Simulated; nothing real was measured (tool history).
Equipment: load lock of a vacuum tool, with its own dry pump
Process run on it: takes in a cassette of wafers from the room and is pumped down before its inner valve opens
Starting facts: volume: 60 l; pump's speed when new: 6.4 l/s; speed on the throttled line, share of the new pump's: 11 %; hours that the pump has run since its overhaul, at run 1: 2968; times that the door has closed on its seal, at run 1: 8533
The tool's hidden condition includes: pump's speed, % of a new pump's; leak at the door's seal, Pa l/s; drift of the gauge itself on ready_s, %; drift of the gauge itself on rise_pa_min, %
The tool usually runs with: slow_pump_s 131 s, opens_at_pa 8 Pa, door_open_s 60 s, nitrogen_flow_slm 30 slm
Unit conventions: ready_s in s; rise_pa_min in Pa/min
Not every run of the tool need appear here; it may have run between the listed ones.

run    hour  slow_pump_s  opens_at_pa  door_open_s  nitrogen_flow_slm  hours that the pump has run since its overhaul  times that the door has closed on its seal  incoming humidity of the room's air, %  ready_s  rise_pa_min
  1       0          131            8           60                 30                                            2968                                        8533                                    43.8    208.4        0.147
  2   371.3          131            8           60                 30                                            3339                                        9431                                      43    209.1        0.169
  3   729.1          131            8           60                 30                                            3697                                       10297                                    46.2    210.7        0.186
  4  1133.4          131            8           25                 30                                            4101                                       11275                                    48.6    209.5        0.194
  5    1373          131            8           25                 30                                            4341                                       11854                                    45.4    209.7        0.209
  6  1751.2          131            8           25                 30                                            4719                                       12769                                    46.2      211        0.234
  7  2072.2          131            8          142                 30                                            5040                                       13546                                    46.4    212.1        0.273
  8  2310.5          131            8          123                 30                                            5279                                       14122                                      44    209.3        0.288
  9  2621.5          131            8          123                 30                                            5590                                       14874                                    42.4    209.7        0.313
 10    2823          131            8          123                 30                                            5791                                       15362                                    47.1    211.4        0.323
 11  3019.1          131            8          123                 30                                            5987                                       15836                                    41.5    212.4        0.327
 12  3278.5           75            8           60                 30                                            6247                                       16464                                      45    164.2        0.328
 13  3490.4           75            8           60                 30                                            6459                                       16976                                    49.2    163.1        0.352
 14  3872.3           75            8           60                 30                                            6840                                       17900                                    42.3    165.3        0.381
 15  4086.9           75            8           60                 30                                            7055                                       18419                                    46.7    165.4        0.401
 16  4282.4           75            8           60                 30                                            7251                                       18892                                    47.8    165.3        0.415
 17  4496.7          131            8           60                 30                                            7465                                       19410                                    45.5    213.2        0.424
 18  4819.1          142            8           60                 12                                            7787                                       20191                                    37.9    221.5        0.469
 19  5120.8          142           11          230                 15                                            8089                                       20920                                    42.1    223.1        0.526
 20  5330.5          131            6           60                 24                                            8299                                       21428                                    45.5      219        0.506
 21  5721.5          131            6           60                 24                                            8690                                       22373                                    41.9    217.7        0.529
 22  6023.1          131           14           60                 27                                            8991                                       23103                                    44.9    212.7        0.558
 23  6233.4          131           14           60                 27                                            9201                                       23612                                    44.5    210.1        0.569
 24  6402.3          131           14          120                 10                                            9370                                       24020                                    43.2    210.9        0.627
     6533.4  -- door's seal changed, seat wiped
 25  6587.2          195           13           50                  7                                            9554                                         130                                    44.7    267.3        0.036
 26  6980.1          195           13           50                  7                                            9947                                        1080                                      44    269.6        0.044
 27  7286.4          154           11          152                 31                                           10253                                        1821                                    47.1    233.1        0.059
 28  7665.5          216            7           38                  4                                           10632                                        2738                                      46      296        0.067
 29  8052.6          209            7          104                 13                                           11019                                        3675                                    44.8    289.8        0.081
 30  8365.6          154            8           78                 36                                           11332                                        4432                                    43.4    241.2        0.063
 31  8544.8          154            8           78                 36                                           11511                                        4865                                      49    239.5         0.07
 32  8949.1          154            8           30                 36                                           11916                                        5843                                    41.8    241.5        0.076
 33    9213          131            6           60                 30                                           12180                                        6482                                    43.3    222.5        0.095
 34    9430          131            6           60                 30                                           12397                                        7007                                    46.9      225        0.102

Below are 3 alternative next runs, each starting from the tool's condition after run 34. Predict each:
  A  9744.9           74           13           60                 10                                           12711                                        7768                                    47.5        ?            ?
  B  9744.9          131           14           60                 30                                           12711                                        7768                                    42.4        ?            ?
  C  9744.9          131           10           60                 30                                           12711                                        7768                                    40.5        ?            ?

run  ready_s  rise_pa_min
  A    166.5        0.129
  B    215.1        0.111
  C      221        0.109
With no hidden state in the tool, these same runs would have given:
run  ready_s  rise_pa_min
  A    151.2        0.038
  B    201.5        0.023
  C    206.4         0.02
